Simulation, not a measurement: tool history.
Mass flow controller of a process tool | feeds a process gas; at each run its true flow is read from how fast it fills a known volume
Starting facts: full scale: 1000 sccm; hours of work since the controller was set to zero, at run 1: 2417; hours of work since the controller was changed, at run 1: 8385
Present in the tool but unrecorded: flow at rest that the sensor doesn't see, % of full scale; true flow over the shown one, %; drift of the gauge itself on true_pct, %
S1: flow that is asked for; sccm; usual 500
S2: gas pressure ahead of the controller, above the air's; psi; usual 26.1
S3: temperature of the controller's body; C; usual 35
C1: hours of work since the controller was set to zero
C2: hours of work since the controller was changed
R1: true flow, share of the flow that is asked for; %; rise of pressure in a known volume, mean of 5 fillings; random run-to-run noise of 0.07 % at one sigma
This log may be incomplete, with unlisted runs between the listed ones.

{"run": 1, "hour": 0.0, "S1": 500, "S2": 26.1, "S3": 35, "C1": 2417, "C2": 8385, "R1": 98.5}
{"run": 2, "hour": 373.2, "S1": 500, "S2": 26.1, "S3": 35, "C1": 2640, "C2": 8608, "R1": 98.48}
{"run": 3, "hour": 635.6, "S1": 500, "S2": 26.1, "S3": 35, "C1": 2796, "C2": 8765, "R1": 98.27}
{"run": 4, "hour": 952.0, "S1": 500, "S2": 26.1, "S3": 35, "C1": 2985, "C2": 8954, "R1": 98.35}
{"run": 5, "hour": 1329.4, "S1": 500, "S2": 26.1, "S3": 35, "C1": 3211, "C2": 9179, "R1": 98.53}
{"run": 6, "hour": 1690.0, "S1": 500, "S2": 26.1, "S3": 35, "C1": 3426, "C2": 9395, "R1": 98.38}
{"run": 7, "hour": 2170.1, "S1": 500, "S2": 26.1, "S3": 35, "C1": 3713, "C2": 9682, "R1": 98.43}
{"run": 8, "hour": 2556.1, "S1": 500, "S2": 26.1, "S3": 35, "C1": 3944, "C2": 9912, "R1": 98.36}
{"run": 9, "hour": 3006.2, "S1": 500, "S2": 26.1, "S3": 20, "C1": 4213, "C2": 10181, "R1": 99.87}
{"run": 10, "hour": 3399.6, "S1": 500, "S2": 26.1, "S3": 20, "C1": 4448, "C2": 10416, "R1": 99.77}
{"run": 11, "hour": 3755.9, "S1": 500, "S2": 26.1, "S3": 20, "C1": 4661, "C2": 10629, "R1": 99.81}
{"run": 12, "hour": 3974.7, "S1": 500, "S2": 26.1, "S3": 35, "C1": 4792, "C2": 10760, "R1": 98.56}
{"run": 13, "hour": 4313.6, "S1": 500, "S2": 26.1, "S3": 35, "C1": 4994, "C2": 10963, "R1": 98.54}
{"run": 14, "hour": 4622.3, "S1": 500, "S2": 26.1, "S3": 35, "C1": 5178, "C2": 11147, "R1": 98.53}
{"run": 15, "hour": 4953.0, "S1": 500, "S2": 26.1, "S3": 35, "C1": 5376, "C2": 11345, "R1": 98.47}
{"run": 16, "hour": 5378.7, "S1": 500, "S2": 26.1, "S3": 35, "C1": 5630, "C2": 11599, "R1": 98.48}
{"hour": 5588.7, "done": "controller's zero set anew"}
{"run": 17, "hour": 5765.5, "S1": 500, "S2": 26.1, "S3": 35, "C1": 106, "C2": 11830, "R1": 98.4}
{"run": 18, "hour": 6058.4, "S1": 500, "S2": 26.1, "S3": 35, "C1": 281, "C2": 12005, "R1": 98.4}
{"run": 19, "hour": 6331.7, "S1": 500, "S2": 39.2, "S3": 35, "C1": 444, "C2": 12168, "R1": 98.48}
{"run": 20, "hour": 6635.3, "S1": 811, "S2": 26.5, "S3": 23, "C1": 625, "C2": 12350, "R1": 99.82}
{"run": 21, "hour": 7045.6, "S1": 121, "S2": 29, "S3": 34, "C1": 871, "C2": 12595, "R1": 98.11}
{"run": 22, "hour": 7427.2, "S1": 121, "S2": 29, "S3": 23, "C1": 1099, "C2": 12823, "R1": 99.16}
{"run": 23, "hour": 7655.2, "S1": 242, "S2": 26.1, "S3": 35, "C1": 1235, "C2": 12959, "R1": 98.2}
{"run": 24, "hour": 7995.4, "S1": 242, "S2": 33.4, "S3": 31, "C1": 1438, "C2": 13162, "R1": 98.47}
{"run": 25, "hour": 8282.4, "S1": 242, "S2": 33.4, "S3": 31, "C1": 1610, "C2": 13334, "R1": 98.71}
{"run": 26, "hour": 8589.3, "S1": 242, "S2": 33.4, "S3": 31, "C1": 1793, "C2": 13517, "R1": 98.55}
{"run": 27, "hour": 8996.1, "S1": 500, "S2": 26.1, "S3": 28, "C1": 2036, "C2": 13760, "R1": 99.01}
{"run": 28, "hour": 9304.7, "S1": 500, "S2": 26.1, "S3": 28, "C1": 2220, "C2": 13945, "R1": 99.05}
{"run": 29, "hour": 9581.6, "S1": 115, "S2": 28.7, "S3": 28, "C1": 2386, "C2": 14110, "R1": 98.53}
{"run": 30, "hour": 10026.6, "S1": 115, "S2": 33.9, "S3": 29, "C1": 2652, "C2": 14376, "R1": 98.61}
{"run": 31, "hour": 10271.2, "S1": 257, "S2": 21.8, "S3": 24, "C1": 2798, "C2": 14522, "R1": 99.08}
{"run": 32, "hour": 10733.8, "S1": 500, "S2": 26.1, "S3": 36, "C1": 3074, "C2": 14798, "R1": 98.4}
{"run": 33, "hour": 11060.2, "S1": 500, "S2": 26.1, "S3": 21, "C1": 3269, "C2": 14994, "R1": 99.69}
{"run": 34, "hour": 11492.0, "S1": 500, "S2": 25.2, "S3": 25, "C1": 3527, "C2": 15252, "R1": 99.36}
{"run": 35, "hour": 11853.4, "S1": 500, "S2": 37.4, "S3": 25, "C1": 3743, "C2": 15468, "R1": 99.44}
{"run": 36, "hour": 12193.8, "S1": 146, "S2": 31, "S3": 22, "C1": 3947, "C2": 15671, "R1": 99.3}

Across each entry between runs, compare the hidden state at the last listed run before it with the hidden state at the first listed run after it:
Run 16 -> run 17: controller's zero set anew (hour 5588.7)
  flow at rest that the sensor doesn't see, % of full scale: 0.004 -> 0
